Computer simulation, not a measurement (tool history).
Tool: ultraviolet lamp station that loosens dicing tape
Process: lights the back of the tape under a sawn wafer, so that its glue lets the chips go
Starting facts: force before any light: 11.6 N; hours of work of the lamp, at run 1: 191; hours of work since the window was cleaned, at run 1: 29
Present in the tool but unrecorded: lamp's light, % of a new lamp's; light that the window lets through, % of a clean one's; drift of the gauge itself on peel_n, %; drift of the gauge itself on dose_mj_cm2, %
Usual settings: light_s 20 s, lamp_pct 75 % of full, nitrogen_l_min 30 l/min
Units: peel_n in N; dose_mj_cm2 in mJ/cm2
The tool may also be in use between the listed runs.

| run | hour | light_s | lamp_pct | nitrogen_l_min | hours of work of the lamp | hours of work since the window was cleaned | peel_n | dose_mj_cm2 |
|---|---|---|---|---|---|---|---|---|
| 1 | 0 | 20 | 75 | 30 | 191 | 29 | 1.249 | 460 |
| 2 | 23 | 20 | 75 | 30 | 204 | 42 | 1.3 | 455 |
| 3 | 45 | 20 | 75 | 30 | 217 | 54 | 1.338 | 453 |
| 4 | 67.3 | 20 | 75 | 30 | 229 | 67 | 1.315 | 446 |
| 5 | 91.3 | 20 | 75 | 11 | 243 | 80 | 2.724 | 454 |
| 6 | 111.5 | 20 | 75 | 11 | 254 | 92 | 2.688 | 449 |
| 7 | 123.6 | 20 | 70 | 30 | 261 | 99 | 1.519 | 411 |
| 8 | 148.7 | 20 | 70 | 30 | 275 | 113 | 1.561 | 412 |
| 9 | 174.6 | 20 | 70 | 30 | 290 | 128 | 1.581 | 411 |
| 10 | 194.8 | 30 | 70 | 30 | 301 | 139 | 0.653 | 616 |
| 11 | 214.3 | 30 | 70 | 30 | 313 | 150 | 0.653 | 605 |
| 12 | 229.4 | 30 | 70 | 30 | 321 | 159 | 0.644 | 610 |
| 13 | 243.8 | 35 | 62 | 32 | 329 | 167 | 0.564 | 619 |
|  | 245.9 | window cleaned of glue's vapour |
| 14 | 258.6 | 18 | 62 | 32 | 337 | 7 | 2.303 | 313 |
| 15 | 281.3 | 23 | 62 | 22 | 350 | 20 | 2.081 | 400 |
| 16 | 301.4 | 23 | 62 | 22 | 362 | 31 | 2.077 | 396 |
| 17 | 321.4 | 11 | 79 | 56 | 373 | 43 | 2.791 | 235 |
| 18 | 344.8 | 12 | 81 | 26 | 386 | 56 | 3.374 | 265 |
|  | 354.1 | window cleaned of glue's vapour, once more |
| 19 | 363.4 | 33 | 85 | 34 | 396 | 5 | 0.246 | 828 |
| 20 | 385.1 | 39 | 72 | 39 | 409 | 18 | 0.22 | 822 |
| 21 | 409.9 | 34 | 92 | 42 | 423 | 32 | 0.163 | 911 |
| 22 | 423.2 | 12 | 80 | 54 | 430 | 39 | 2.179 | 283 |
| 23 | 435.5 | 13 | 61 | 15 | 437 | 46 | 4.789 | 234 |

What will run 24 give?
| 24 | 456.5 | 13 | 61 | 15 | 449 | 58 | ? | ? |

{"run 24": {"peel_n": 5.043, "dose_mj_cm2": 227}}
Minus the tool's unlogged condition, the same run would have read peel_n 4.511 N, dose_mj_cm2 257 mJ/cm2.
